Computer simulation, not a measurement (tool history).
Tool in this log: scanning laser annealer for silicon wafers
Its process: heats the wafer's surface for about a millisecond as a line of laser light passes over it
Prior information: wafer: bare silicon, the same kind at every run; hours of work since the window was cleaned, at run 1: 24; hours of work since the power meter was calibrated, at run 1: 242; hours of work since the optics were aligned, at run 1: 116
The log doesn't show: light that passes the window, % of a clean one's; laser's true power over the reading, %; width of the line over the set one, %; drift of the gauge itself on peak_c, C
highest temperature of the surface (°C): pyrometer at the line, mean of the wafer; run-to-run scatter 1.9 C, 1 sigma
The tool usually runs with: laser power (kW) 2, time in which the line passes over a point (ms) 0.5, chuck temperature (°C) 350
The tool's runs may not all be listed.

| run | hour | laser power (kW) | time in which the line passes over a point (ms) | chuck temperature (°C) | hours of work since the window was cleaned | hours of work since the power meter was calibrated | hours of work since the optics were aligned | highest temperature of the surface (°C) |
|---|---|---|---|---|---|---|---|---|
| 1 | 0 | 2 | 0.5 | 350 | 24 | 242 | 116 | 1119 |
| 2 | 8 | 2 | 0.5 | 385 | 29 | 247 | 121 | 1145 |
| 3 | 17.6 | 2.119 | 0.5 | 350 | 34 | 252 | 126 | 1176 |
| 4 | 23.8 | 2.119 | 0.5 | 350 | 38 | 256 | 130 | 1175 |
| 5 | 30.9 | 2.119 | 0.5 | 350 | 42 | 260 | 134 | 1173 |
| 6 | 38.8 | 1.905 | 0.558 | 350 | 47 | 265 | 139 | 1108 |
| 7 | 46.8 | 1.905 | 0.558 | 350 | 51 | 269 | 144 | 1105 |
| 8 | 55.5 | 2.175 | 0.55 | 323 | 57 | 275 | 149 | 1215 |
| 9 | 61.6 | 1.865 | 0.473 | 378 | 60 | 278 | 152 | 1055 |
| 10 | 68.4 | 2.173 | 0.608 | 350 | 64 | 282 | 156 | 1286 |

Difference, measured minus no-hidden-state, one row per run. Run-to-run variation is common to both terms; the gauge's own scatter need not be:
| run | highest temperature of the surface (°C) |
|---|---|
| 1 | -6 |
| 2 | -7 |
| 3 | -7 |
| 4 | -8 |
| 5 | -8 |
| 6 | -8 |
| 7 | -9 |
| 8 | -11 |
| 9 | -9 |
| 10 | -12 |
